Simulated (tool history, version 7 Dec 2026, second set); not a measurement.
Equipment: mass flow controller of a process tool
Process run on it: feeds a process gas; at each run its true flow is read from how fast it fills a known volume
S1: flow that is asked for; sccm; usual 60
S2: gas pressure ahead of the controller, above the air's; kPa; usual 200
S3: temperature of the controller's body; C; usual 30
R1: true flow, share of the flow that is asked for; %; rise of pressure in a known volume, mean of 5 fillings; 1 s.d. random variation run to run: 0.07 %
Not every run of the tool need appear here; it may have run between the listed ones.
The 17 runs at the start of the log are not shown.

{"run": 18, "hour": 1656.2, "S1": 60, "S2": 200, "S3": 29, "R1": 95.27}
{"run": 19, "hour": 1709.1, "S1": 60, "S2": 200, "S3": 29, "R1": 95.11}
{"run": 20, "hour": 1802.7, "S1": 60, "S2": 200, "S3": 29, "R1": 95.18}
{"run": 21, "hour": 1873.4, "S1": 43, "S2": 220, "S3": 28, "R1": 93.96}
{"run": 22, "hour": 1966.7, "S1": 43, "S2": 220, "S3": 28, "R1": 93.8}
{"run": 23, "hour": 2047.4, "S1": 43, "S2": 190, "S3": 33, "R1": 94.02}
{"run": 24, "hour": 2112.8, "S1": 43, "S2": 268, "S3": 39, "R1": 93.94}
{"run": 25, "hour": 2221.9, "S1": 43, "S2": 268, "S3": 39, "R1": 93.84}
{"run": 26, "hour": 2343.9, "S1": 76, "S2": 200, "S3": 23, "R1": 95.22}
{"run": 27, "hour": 2460.0, "S1": 35, "S2": 227, "S3": 30, "R1": 92.55}
{"run": 28, "hour": 2514.3, "S1": 60, "S2": 163, "S3": 40, "R1": 95.22}
{"run": 29, "hour": 2629.8, "S1": 134, "S2": 244, "S3": 26, "R1": 96.48}
{"run": 30, "hour": 2729.9, "S1": 115, "S2": 232, "S3": 33, "R1": 96.39}
{"run": 31, "hour": 2792.5, "S1": 115, "S2": 245, "S3": 33, "R1": 96.36}
{"run": 32, "hour": 2901.7, "S1": 105, "S2": 225, "S3": 33, "R1": 96.15}
{"run": 33, "hour": 3021.9, "S1": 105, "S2": 225, "S3": 33, "R1": 95.97}
{"run": 34, "hour": 3114.4, "S1": 105, "S2": 225, "S3": 33, "R1": 95.86}
{"run": 35, "hour": 3210.5, "S1": 105, "S2": 260, "S3": 38, "R1": 95.9}
{"run": 36, "hour": 3318.1, "S1": 117, "S2": 265, "S3": 37, "R1": 96.1}
{"run": 37, "hour": 3420.2, "S1": 117, "S2": 265, "S3": 37, "R1": 96.11}
{"run": 38, "hour": 3540.1, "S1": 44, "S2": 224, "S3": 20, "R1": 92.15}
{"run": 39, "hour": 3668.2, "S1": 60, "S2": 141, "S3": 33, "R1": 94.23}

Branching from run 39: 5 alternative next runs. What would each branch give?
{"run": "A", "hour": 3738.3, "S1": 43, "S2": 194, "S3": 20, "R1": "?"}
{"run": "B", "hour": 3738.3, "S1": 177, "S2": 200, "S3": 30, "R1": "?"}
{"run": "C", "hour": 3738.3, "S1": 99, "S2": 200, "S3": 30, "R1": "?"}
{"run": "D", "hour": 3738.3, "S1": 119, "S2": 141, "S3": 32, "R1": "?"}
{"run": "E", "hour": 3738.3, "S1": 94, "S2": 200, "S3": 30, "R1": "?"}

run=A R1=92.1
run=B R1=97.23
run=C R1=95.39
run=D R1=96.34
run=E R1=95.22
With no hidden state in the tool, these same runs would have given:
run=A R1=97.82
run=B R1=99.91
run=C R1=98.84
run=D R1=99.51
run=E R1=98.76

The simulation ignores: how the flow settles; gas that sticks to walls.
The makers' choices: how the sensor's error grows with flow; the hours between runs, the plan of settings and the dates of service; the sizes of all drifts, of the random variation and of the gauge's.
